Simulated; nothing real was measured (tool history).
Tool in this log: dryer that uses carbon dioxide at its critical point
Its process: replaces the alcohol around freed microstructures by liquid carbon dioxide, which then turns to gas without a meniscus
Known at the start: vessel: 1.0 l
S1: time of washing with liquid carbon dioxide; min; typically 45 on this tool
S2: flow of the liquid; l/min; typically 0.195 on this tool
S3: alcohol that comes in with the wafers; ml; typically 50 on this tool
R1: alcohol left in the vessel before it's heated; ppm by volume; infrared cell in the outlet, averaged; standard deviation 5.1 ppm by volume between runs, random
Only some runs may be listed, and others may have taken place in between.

run   hour  S1     S2   S3    R1
  1    0.0  45  0.195   50    61
  2   14.0  45  0.195   50    65
  3   29.2  45  0.195   50    64
  4   45.0  45  0.195   50    64
  5   58.3  45  0.269   50    18
  6   69.5  45  0.269   50    12
  7   77.6  45  0.269   50     8
  8   92.4  45  0.269   50     8
  9  107.2  45  0.269   50    12
 10  120.3  45  0.269   50    14
 11  137.6  45  0.195   89   116
 12  155.0  45  0.195   89   118
 13  170.8  45  0.195   89   120
 14  189.2  45  0.195   89   121
 15  205.6  45  0.195   89   137
 16  220.8  45  0.195   89   126
 17  233.1  45  0.195   50    67
 18  243.1  45  0.195   52    77
 19  258.8  45  0.195   52    75
 20  267.5  45  0.195   52    78
 21  278.5  45  0.195   84   116
 22  294.3  45  0.195   50    85
 23  303.2  45  0.149   50   357
 24  315.4  45  0.147   50   398
 25  330.8  45  0.147   50   392
 26  348.6  40  0.224   27    41
 27  360.9  35  0.328   71    20
 28  378.1  30  0.328   27    30
 29  390.7  45  0.197   95   143
 30  398.6  50  0.261   72    29
 31  417.1  50  0.261   72    22
 32  429.0  50  0.261   88    20
 33  447.3  45  0.120  105  2112
 34  456.5  44  0.146   66   618

Run 35 is up next; what results do you expect?
 35  465.2  45  0.195  23   ?

For run 35 the tool returned R1 47 ppm by volume.
Take away the tool's hidden state, keep the run-to-run variation as it was, and the same run would have given R1 24 ppm by volume.
